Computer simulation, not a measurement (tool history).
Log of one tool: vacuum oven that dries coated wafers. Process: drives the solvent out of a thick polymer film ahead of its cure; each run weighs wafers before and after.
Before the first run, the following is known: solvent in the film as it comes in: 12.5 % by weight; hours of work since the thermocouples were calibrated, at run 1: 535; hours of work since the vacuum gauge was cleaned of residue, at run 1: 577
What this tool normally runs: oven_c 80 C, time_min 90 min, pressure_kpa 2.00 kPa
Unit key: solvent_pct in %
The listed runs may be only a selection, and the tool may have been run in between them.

run,day,oven_c,time_min,pressure_kpa,hours of work since the thermocouples were calibrated,hours of work since the vacuum gauge was cleaned of residue,solvent_pct
1,0.000,80,90,2.00,535,577,3.29
2,0.850,80,90,1.06,550,592,2.50
3,1.262,80,90,1.06,557,599,2.53
4,2.021,80,88,2.00,570,612,3.37
5,2.729,80,88,2.00,583,624,3.35
6,3.300,90,90,2.00,592,634,1.74
7,4.183,90,90,2.00,608,650,1.72
8,4.650,90,90,2.00,616,658,1.70
9,5.333,80,90,2.00,628,670,3.30
10,5.854,80,90,2.00,637,679,3.46
11,6.433,80,90,2.00,647,689,3.33
12,7.167,80,90,2.00,659,701,3.43
13,7.633,80,90,2.34,667,709,3.58
# day 7.779: oven's thermocouples calibrated
14,8.575,80,68,2.00,14,724,4.18
15,9.412,80,125,2.00,28,739,2.84
16,10.233,80,125,2.00,42,753,2.83
# day 10.583: oven's thermocouples calibrated, once more
17,10.825,80,90,2.00,4,762,2.90
18,11.583,80,78,3.92,17,775,4.80
19,12.188,80,53,3.92,28,785,5.70
20,12.704,86,139,2.23,37,794,1.77
21,13.283,86,139,7.02,47,804,5.07
22,13.675,82,53,4.37,54,811,5.47
23,14.138,74,86,2.00,62,819,4.43
24,14.529,74,86,2.00,68,826,4.48
25,14.975,92,140,2.00,76,833,1.29
26,15.704,80,128,6.74,89,846,6.41
27,16.517,80,128,6.74,103,860,6.48
28,17.229,78,67,3.32,115,873,5.31
29,17.679,81,67,3.32,123,880,4.46
30,18.362,90,67,3.29,135,892,2.64
31,18.812,90,67,3.29,142,900,2.67
32,19.317,90,67,3.29,151,909,2.62
33,20.004,90,67,3.29,163,921,2.70
34,20.396,83,128,3.27,170,927,2.90

Some steps in solvent_pct between neighbouring runs. How much of each would the tool show without its hidden state too (settings, what came in, random variation), and how much is left for the hidden state, with any gauge scatter that isn't in both results?
The hidden state here: true wafer temperature over the reading, C; true pressure over the reading, kPa; drift of the gauge itself on solvent_pct, %.
Run 5 -> 6: oven_c 80 -> 90, time_min 88 -> 90. solvent_pct -1.61 %: hidden state -0.20, all else -1.41.
Run 8 -> 9: oven_c 90 -> 80. solvent_pct +1.60 %: hidden state +0.21, all else +1.39.
Run 16 -> 17: time_min 125 -> 90, oven's thermocouples calibrated, once more. solvent_pct +0.07 %: hidden state -0.50, all else +0.57.
Run 19 -> 20: oven_c 80 -> 86, time_min 53 -> 139, pressure_kpa 3.92 -> 2.23. solvent_pct -3.93 %: hidden state +0.07, all else -4.00.
Run 20 -> 21: pressure_kpa 2.23 -> 7.02. solvent_pct +3.30 %: hidden state -0.04, all else +3.34.
Run 25 -> 26: oven_c 92 -> 80, time_min 140 -> 128, pressure_kpa 2.00 -> 6.74. solvent_pct +5.12 %: hidden state +0.03, all else +5.09.
